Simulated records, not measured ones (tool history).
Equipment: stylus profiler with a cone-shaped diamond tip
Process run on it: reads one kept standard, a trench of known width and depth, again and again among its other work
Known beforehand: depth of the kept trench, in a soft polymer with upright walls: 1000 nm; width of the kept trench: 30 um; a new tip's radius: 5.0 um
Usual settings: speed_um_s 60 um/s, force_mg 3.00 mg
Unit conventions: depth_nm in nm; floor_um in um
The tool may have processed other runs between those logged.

run 1 hour=0.0 | speed_um_s=60 force_mg=3.00 | depth_nm=1017.39 floor_um=23.40
run 2 hour=87.8 | speed_um_s=30 force_mg=3.00 | depth_nm=1017.72 floor_um=23.51
run 3 hour=160.8 | speed_um_s=30 force_mg=3.00 | depth_nm=1017.30 floor_um=23.56
run 4 hour=208.2 | speed_um_s=84 force_mg=3.00 | depth_nm=1017.46 floor_um=23.20
-- hour=286.5 height scale calibrated on a step standard
run 5 hour=288.7 | speed_um_s=84 force_mg=3.00 | depth_nm=1013.92 floor_um=23.25
run 6 hour=377.8 | speed_um_s=84 force_mg=3.00 | depth_nm=1014.19 floor_um=23.20
run 7 hour=430.5 | speed_um_s=49 force_mg=3.00 | depth_nm=1013.97 floor_um=23.39
run 8 hour=489.4 | speed_um_s=60 force_mg=3.00 | depth_nm=1014.48 floor_um=23.34
run 9 hour=554.2 | speed_um_s=60 force_mg=3.00 | depth_nm=1014.76 floor_um=23.31
run 10 hour=629.0 | speed_um_s=60 force_mg=3.00 | depth_nm=1014.22 floor_um=23.30
run 11 hour=707.7 | speed_um_s=60 force_mg=3.00 | depth_nm=1014.35 floor_um=23.24
run 12 hour=768.4 | speed_um_s=60 force_mg=3.00 | depth_nm=1014.57 floor_um=23.29
run 13 hour=813.8 | speed_um_s=60 force_mg=3.00 | depth_nm=1014.64 floor_um=23.26
run 14 hour=852.0 | speed_um_s=60 force_mg=1.25 | depth_nm=1008.46 floor_um=23.10
run 15 hour=940.6 | speed_um_s=148 force_mg=1.93 | depth_nm=1011.44 floor_um=22.57
run 16 hour=1031.1 | speed_um_s=15 force_mg=1.51 | depth_nm=1010.39 floor_um=23.49
run 17 hour=1098.5 | speed_um_s=18 force_mg=7.23 | depth_nm=1026.34 floor_um=23.44
run 18 hour=1156.7 | speed_um_s=18 force_mg=7.23 | depth_nm=1026.89 floor_um=23.49
run 19 hour=1224.5 | speed_um_s=48 force_mg=1.66 | depth_nm=1011.02 floor_um=23.15
run 20 hour=1310.3 | speed_um_s=48 force_mg=7.72 | depth_nm=1028.23 floor_um=23.35
run 21 hour=1370.5 | speed_um_s=198 force_mg=6.07 | depth_nm=1024.22 floor_um=22.74
run 22 hour=1445.3 | speed_um_s=15 force_mg=8.10 | depth_nm=1029.32 floor_um=23.41
run 23 hour=1485.2 | speed_um_s=21 force_mg=4.20 | depth_nm=1019.33 floor_um=23.38
run 24 hour=1538.1 | speed_um_s=142 force_mg=6.24 | depth_nm=1024.79 floor_um=22.91
run 25 hour=1587.3 | speed_um_s=128 force_mg=6.24 | depth_nm=1025.05 floor_um=23.04

Estimate the outcome of run 26 from the log above:
run 26 hour=1669.5 | speed_um_s=128 force_mg=6.24 | depth_nm=? floor_um=?

Logged for run 26: depth_nm 1025.19 nm, floor_um 22.96 um.
Minus the tool's unlogged condition, the same run would have read depth_nm 1023.07 nm, floor_um 23.50 um.
